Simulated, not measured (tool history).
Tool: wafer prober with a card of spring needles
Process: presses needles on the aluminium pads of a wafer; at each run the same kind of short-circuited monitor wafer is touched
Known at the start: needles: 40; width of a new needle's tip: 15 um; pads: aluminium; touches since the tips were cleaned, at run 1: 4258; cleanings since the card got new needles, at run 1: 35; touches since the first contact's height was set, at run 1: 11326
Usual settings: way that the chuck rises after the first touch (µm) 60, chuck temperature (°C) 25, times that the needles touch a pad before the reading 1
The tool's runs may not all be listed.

| run | hour | way that the chuck rises after the first touch (µm) | chuck temperature (°C) | times that the needles touch a pad before the reading | touches since the tips were cleaned | cleanings since the card got new needles | touches since the first contact's height was set | resistance of one needle with its contact and lead (mohm) | way that a needle slides on the pad (µm) |
|---|---|---|---|---|---|---|---|---|---|
| 1 | 0.0 | 60 | 25 | 1 | 4258 | 35 | 11326 | 387 | 15.04 |
|  | 2.6 | tips cleaned on abrasive film |
|  | 20.5 | tips cleaned on abrasive film |
| 2 | 22.6 | 60 | 25 | 1 | 588 | 37 | 17829 | 300 | 15.05 |
|  | 37.9 | tips cleaned on abrasive film |
| 3 | 37.9 | 60 | 25 | 1 | 11 | 38 | 22260 | 279 | 15.06 |
|  | 55.5 | tips cleaned on abrasive film |
| 4 | 60.4 | 69 | 25 | 1 | 1437 | 39 | 28779 | 310 | 17.19 |
|  | 72.4 | tips cleaned on abrasive film |
| 5 | 72.6 | 60 | 25 | 1 | 49 | 40 | 32287 | 276 | 15.01 |
|  | 89.6 | tips cleaned on abrasive film |
| 6 | 90.9 | 60 | 25 | 2 | 363 | 41 | 37580 | 286 | 14.98 |
|  | 107.2 | tips cleaned on abrasive film |
| 7 | 113.3 | 60 | 25 | 2 | 1767 | 42 | 44061 | 300 | 15.00 |
|  | 123.9 | tips cleaned on abrasive film |
| 8 | 137.1 | 60 | 25 | 1 | 3828 | 43 | 50962 | 388 | 14.94 |
|  | 141.0 | tips cleaned on abrasive film |
| 9 | 152.6 | 60 | 25 | 1 | 3401 | 44 | 55457 | 381 | 14.88 |
|  | 157.4 | tips cleaned on abrasive film |
| 10 | 170.3 | 40 | 25 | 1 | 3747 | 45 | 60554 | 528 | 9.90 |
|  | 175.0 | tips cleaned on abrasive film |
|  | 192.0 | tips cleaned on abrasive film |
| 11 | 194.4 | 60 | 25 | 2 | 694 | 47 | 67513 | 293 | 14.91 |
|  | 209.3 | tips cleaned on abrasive film |
| 12 | 218.2 | 60 | 25 | 1 | 2596 | 48 | 74401 | 357 | 14.92 |
|  | 226.9 | tips cleaned on abrasive film |
|  | 244.2 | tips cleaned on abrasive film |
| 13 | 244.7 | 60 | 25 | 2 | 138 | 50 | 82040 | 276 | 14.81 |
|  | 260.8 | tips cleaned on abrasive film |
| 14 | 268.5 | 60 | 25 | 2 | 2253 | 51 | 88954 | 314 | 14.84 |
|  | 277.3 | tips cleaned on abrasive film |
|  | 294.5 | tips cleaned on abrasive film |
| 15 | 297.0 | 60 | 25 | 2 | 725 | 53 | 97175 | 287 | 14.83 |
|  | 312.6 | tips cleaned on abrasive film |
| 16 | 316.1 | 47 | 25 | 1 | 1034 | 54 | 102708 | 355 | 11.51 |
|  | 330.8 | tips cleaned on abrasive film |
| 17 | 335.2 | 45 | 48 | 2 | 1299 | 55 | 108233 | 336 | 11.02 |
|  | 347.9 | tips cleaned on abrasive film |
| 18 | 359.1 | 45 | 48 | 2 | 3239 | 56 | 115136 | 397 | 10.97 |
|  | 365.4 | tips cleaned on abrasive film |
| 19 | 376.4 | 45 | 87 | 2 | 3197 | 57 | 120145 | 404 | 10.96 |
|  | 382.6 | tips cleaned on abrasive film |
|  | 400.5 | tips cleaned on abrasive film |
| 20 | 402.0 | 45 | 87 | 2 | 439 | 59 | 127547 | 321 | 10.91 |
|  | 418.6 | tips cleaned on abrasive film |
| 21 | 431.1 | 65 | 66 | 2 | 3644 | 60 | 135981 | 334 | 15.97 |
|  | 435.7 | tips cleaned on abrasive film |
| 22 | 450.9 | 65 | 66 | 2 | 4410 | 61 | 141695 | 340 | 15.98 |
|  | 453.3 | tips cleaned on abrasive film |
|  | 469.9 | tips cleaned on abrasive film |
| 23 | 472.1 | 65 | 66 | 2 | 646 | 63 | 147805 | 293 | 15.91 |
|  | 487.6 | tips cleaned on abrasive film |
| 24 | 491.0 | 55 | 35 | 2 | 979 | 64 | 153265 | 309 | 13.40 |
|  | 505.7 | tips cleaned on abrasive film |
| 25 | 510.1 | 55 | 35 | 2 | 1297 | 65 | 158813 | 307 | 13.31 |
|  | 522.0 | tips cleaned on abrasive film |
| 26 | 525.4 | 55 | 35 | 2 | 982 | 66 | 163224 | 298 | 13.32 |
|  | 538.7 | tips cleaned on abrasive film |
| 27 | 550.4 | 55 | 35 | 2 | 3392 | 67 | 170461 | 360 | 13.27 |
|  | 556.3 | tips cleaned on abrasive film |
|  | 574.0 | tips cleaned on abrasive film |
| 28 | 578.3 | 60 | 25 | 2 | 1257 | 69 | 178522 | 298 | 14.60 |

Some steps in resistance of one needle with its contact and lead (mohm) between neighbouring runs. How much of each would the tool show without its hidden state too (settings, what came in, random variation), and how much is left for the hidden state, with any gauge scatter that isn't in both results?
The hidden state here: debris on the tips, nm; way that the needles fall short of the set height, um; tips' diameter, um; drift of the gauge itself on contact_mohm, %; drift of the gauge itself on scrub_um, %.
Run 9 -> 10: way that the chuck rises after the first touch (µm) 60 -> 40, tips cleaned on abrasive film. resistance of one needle with its contact and lead (mohm) +147: hidden state +135, all else +12.
Run 10 -> 11: way that the chuck rises after the first touch (µm) 40 -> 60, times that the needles touch a pad before the reading 1 -> 2, tips cleaned on abrasive film, tips cleaned on abrasive film. resistance of one needle with its contact and lead (mohm) -235: hidden state -229, all else -6.
